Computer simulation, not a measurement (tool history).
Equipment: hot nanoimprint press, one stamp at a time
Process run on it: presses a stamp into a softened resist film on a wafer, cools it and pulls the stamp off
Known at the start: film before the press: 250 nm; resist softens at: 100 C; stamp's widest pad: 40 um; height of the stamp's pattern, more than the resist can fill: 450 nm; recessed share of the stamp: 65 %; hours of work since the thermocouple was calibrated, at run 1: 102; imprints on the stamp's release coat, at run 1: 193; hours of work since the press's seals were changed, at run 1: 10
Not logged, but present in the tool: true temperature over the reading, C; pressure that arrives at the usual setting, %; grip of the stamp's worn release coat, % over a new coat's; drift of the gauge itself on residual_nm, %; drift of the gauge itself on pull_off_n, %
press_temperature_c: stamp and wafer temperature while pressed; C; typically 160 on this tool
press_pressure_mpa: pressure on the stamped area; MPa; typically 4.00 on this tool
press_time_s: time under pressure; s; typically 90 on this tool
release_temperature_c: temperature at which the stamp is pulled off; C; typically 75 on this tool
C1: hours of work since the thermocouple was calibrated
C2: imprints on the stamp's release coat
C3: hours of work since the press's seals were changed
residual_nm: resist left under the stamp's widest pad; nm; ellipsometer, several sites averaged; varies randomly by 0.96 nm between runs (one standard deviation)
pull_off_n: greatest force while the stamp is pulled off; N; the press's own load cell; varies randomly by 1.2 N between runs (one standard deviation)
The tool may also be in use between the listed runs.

{"run": 1, "hour": 0.0, "press_temperature_c": 160, "press_pressure_mpa": 4.0, "press_time_s": 90, "release_temperature_c": 75, "C1": 102, "C2": 193, "C3": 10, "residual_nm": 132.7, "pull_off_n": 94}
{"run": 2, "hour": 11.9, "press_temperature_c": 160, "press_pressure_mpa": 4.0, "press_time_s": 90, "release_temperature_c": 75, "C1": 111, "C2": 230, "C3": 19, "residual_nm": 133.2, "pull_off_n": 95}
{"run": 3, "hour": 30.5, "press_temperature_c": 160, "press_pressure_mpa": 4.0, "press_time_s": 90, "release_temperature_c": 68, "C1": 124, "C2": 288, "C3": 32, "residual_nm": 130.9, "pull_off_n": 111}
{"run": 4, "hour": 49.2, "press_temperature_c": 160, "press_pressure_mpa": 4.0, "press_time_s": 90, "release_temperature_c": 68, "C1": 137, "C2": 346, "C3": 45, "residual_nm": 133.2, "pull_off_n": 110}
{"run": 5, "hour": 58.6, "press_temperature_c": 160, "press_pressure_mpa": 4.0, "press_time_s": 90, "release_temperature_c": 68, "C1": 144, "C2": 375, "C3": 52, "residual_nm": 133.7, "pull_off_n": 109}
{"run": 6, "hour": 67.6, "press_temperature_c": 160, "press_pressure_mpa": 4.0, "press_time_s": 90, "release_temperature_c": 68, "C1": 150, "C2": 403, "C3": 58, "residual_nm": 133.9, "pull_off_n": 110}
{"run": 7, "hour": 80.4, "press_temperature_c": 160, "press_pressure_mpa": 4.0, "press_time_s": 90, "release_temperature_c": 68, "C1": 159, "C2": 443, "C3": 67, "residual_nm": 133.0, "pull_off_n": 112}
{"run": 8, "hour": 98.2, "press_temperature_c": 160, "press_pressure_mpa": 4.0, "press_time_s": 90, "release_temperature_c": 72, "C1": 172, "C2": 498, "C3": 80, "residual_nm": 133.7, "pull_off_n": 103}
{"run": 9, "hour": 118.1, "press_temperature_c": 160, "press_pressure_mpa": 4.0, "press_time_s": 90, "release_temperature_c": 72, "C1": 186, "C2": 559, "C3": 94, "residual_nm": 134.6, "pull_off_n": 104}
{"hour": 122.5, "done": "plate thermocouple calibrated"}
{"run": 10, "hour": 134.7, "press_temperature_c": 149, "press_pressure_mpa": 4.0, "press_time_s": 90, "release_temperature_c": 75, "C1": 9, "C2": 602, "C3": 104, "residual_nm": 211.1, "pull_off_n": 98}
{"hour": 142.5, "done": "stamp cleaned and given a new release coat"}
{"run": 11, "hour": 157.0, "press_temperature_c": 160, "press_pressure_mpa": 4.0, "press_time_s": 90, "release_temperature_c": 75, "C1": 20, "C2": 45, "C3": 115, "residual_nm": 132.1, "pull_off_n": 91}
{"run": 12, "hour": 171.6, "press_temperature_c": 156, "press_pressure_mpa": 4.0, "press_time_s": 90, "release_temperature_c": 75, "C1": 31, "C2": 90, "C3": 126, "residual_nm": 160.0, "pull_off_n": 93}
{"run": 13, "hour": 191.0, "press_temperature_c": 156, "press_pressure_mpa": 4.0, "press_time_s": 90, "release_temperature_c": 75, "C1": 44, "C2": 150, "C3": 139, "residual_nm": 160.7, "pull_off_n": 93}
{"hour": 206.0, "done": "plate thermocouple calibrated, once more"}
{"run": 14, "hour": 210.7, "press_temperature_c": 156, "press_pressure_mpa": 4.0, "press_time_s": 54, "release_temperature_c": 75, "C1": 3, "C2": 202, "C3": 151, "residual_nm": 188.6, "pull_off_n": 96}
{"run": 15, "hour": 227.5, "press_temperature_c": 156, "press_pressure_mpa": 4.0, "press_time_s": 54, "release_temperature_c": 75, "C1": 15, "C2": 254, "C3": 163, "residual_nm": 190.5, "pull_off_n": 96}
{"run": 16, "hour": 242.4, "press_temperature_c": 160, "press_pressure_mpa": 4.0, "press_time_s": 90, "release_temperature_c": 75, "C1": 26, "C2": 301, "C3": 174, "residual_nm": 136.7, "pull_off_n": 96}
{"run": 17, "hour": 260.7, "press_temperature_c": 160, "press_pressure_mpa": 4.0, "press_time_s": 90, "release_temperature_c": 75, "C1": 39, "C2": 357, "C3": 187, "residual_nm": 138.7, "pull_off_n": 96}
{"run": 18, "hour": 276.0, "press_temperature_c": 163, "press_pressure_mpa": 2.52, "press_time_s": 54, "release_temperature_c": 74, "C1": 50, "C2": 405, "C3": 198, "residual_nm": 163.3, "pull_off_n": 99}
{"run": 19, "hour": 287.0, "press_temperature_c": 151, "press_pressure_mpa": 5.01, "press_time_s": 66, "release_temperature_c": 68, "C1": 57, "C2": 439, "C3": 205, "residual_nm": 204.1, "pull_off_n": 111}
{"run": 20, "hour": 307.5, "press_temperature_c": 169, "press_pressure_mpa": 3.64, "press_time_s": 177, "release_temperature_c": 66, "C1": 72, "C2": 502, "C3": 220, "residual_nm": 63.5, "pull_off_n": 113}
{"run": 21, "hour": 320.5, "press_temperature_c": 169, "press_pressure_mpa": 3.22, "press_time_s": 177, "release_temperature_c": 66, "C1": 81, "C2": 543, "C3": 229, "residual_nm": 68.0, "pull_off_n": 117}
{"run": 22, "hour": 333.8, "press_temperature_c": 158, "press_pressure_mpa": 5.34, "press_time_s": 68, "release_temperature_c": 82, "C1": 91, "C2": 584, "C3": 239, "residual_nm": 147.1, "pull_off_n": 86}
{"hour": 346.0, "done": "stamp cleaned and given a new release coat"}
{"run": 23, "hour": 359.5, "press_temperature_c": 156, "press_pressure_mpa": 4.0, "press_time_s": 125, "release_temperature_c": 64, "C1": 105, "C2": 42, "C3": 253, "residual_nm": 150.5, "pull_off_n": 112}
{"run": 24, "hour": 370.0, "press_temperature_c": 156, "press_pressure_mpa": 4.0, "press_time_s": 125, "release_temperature_c": 64, "C1": 112, "C2": 75, "C3": 260, "residual_nm": 150.0, "pull_off_n": 111}
{"run": 25, "hour": 383.5, "press_temperature_c": 160, "press_pressure_mpa": 5.18, "press_time_s": 90, "release_temperature_c": 63, "C1": 122, "C2": 116, "C3": 270, "residual_nm": 122.8, "pull_off_n": 115}
{"run": 26, "hour": 403.8, "press_temperature_c": 168, "press_pressure_mpa": 5.18, "press_time_s": 90, "release_temperature_c": 63, "C1": 136, "C2": 179, "C3": 284, "residual_nm": 75.9, "pull_off_n": 114}
{"run": 27, "hour": 420.3, "press_temperature_c": 168, "press_pressure_mpa": 6.04, "press_time_s": 125, "release_temperature_c": 75, "C1": 148, "C2": 231, "C3": 296, "residual_nm": 61.1, "pull_off_n": 95}
{"run": 28, "hour": 431.9, "press_temperature_c": 168, "press_pressure_mpa": 2.89, "press_time_s": 99, "release_temperature_c": 70, "C1": 156, "C2": 267, "C3": 304, "residual_nm": 95.5, "pull_off_n": 104}
{"run": 29, "hour": 446.5, "press_temperature_c": 162, "press_pressure_mpa": 2.79, "press_time_s": 177, "release_temperature_c": 63, "C1": 166, "C2": 312, "C3": 314, "residual_nm": 109.7, "pull_off_n": 117}
{"run": 30, "hour": 457.9, "press_temperature_c": 162, "press_pressure_mpa": 2.79, "press_time_s": 177, "release_temperature_c": 63, "C1": 174, "C2": 347, "C3": 322, "residual_nm": 110.2, "pull_off_n": 119}
{"run": 31, "hour": 477.1, "press_temperature_c": 162, "press_pressure_mpa": 2.79, "press_time_s": 177, "release_temperature_c": 63, "C1": 188, "C2": 407, "C3": 336, "residual_nm": 109.8, "pull_off_n": 118}

How the hidden state differs across the entries between the runs, from the last listed run before each to the first after it:
Between runs 9 and 10: plate thermocouple calibrated (hour 122.5)
  true temperature over the reading, C: 0.52 -> 0.72; pressure that arrives at the usual setting, %: 99.47 -> 99.4; grip of the stamp's worn release coat, % over a new coat's: 7.3 -> 7.9
  measured minus no-state result, residual_nm: -3.5 -> -3.8 nm; pull_off_n: +6 -> +6 N
Between runs 10 and 11: stamp cleaned and given a new release coat (hour 142.5)
  true temperature over the reading, C: 0.72 -> 0.75; pressure that arrives at the usual setting, %: 99.4 -> 99.34; grip of the stamp's worn release coat, % over a new coat's: 7.9 -> 0.6
  measured minus no-state result, residual_nm: -3.8 -> -5.0 nm; pull_off_n: +6 -> -1 N
Between runs 13 and 14: plate thermocouple calibrated, once more (hour 206.0)
  true temperature over the reading, C: 0.8 -> -0.1; pressure that arrives at the usual setting, %: 99.19 -> 99.11; grip of the stamp's worn release coat, % over a new coat's: 2 -> 2.6
  measured minus no-state result, residual_nm: -5.7 -> +1.1 nm; pull_off_n: +1 -> +2 N
Between runs 22 and 23: stamp cleaned and given a new release coat (hour 346.0)
  true temperature over the reading, C: 0.11 -> 0.14; pressure that arrives at the usual setting, %: 98.55 -> 98.45; grip of the stamp's worn release coat, % over a new coat's: 7.6 -> 0.5
  measured minus no-state result, residual_nm: +0.2 -> -0.3 nm; pull_off_n: +6 -> +1 N
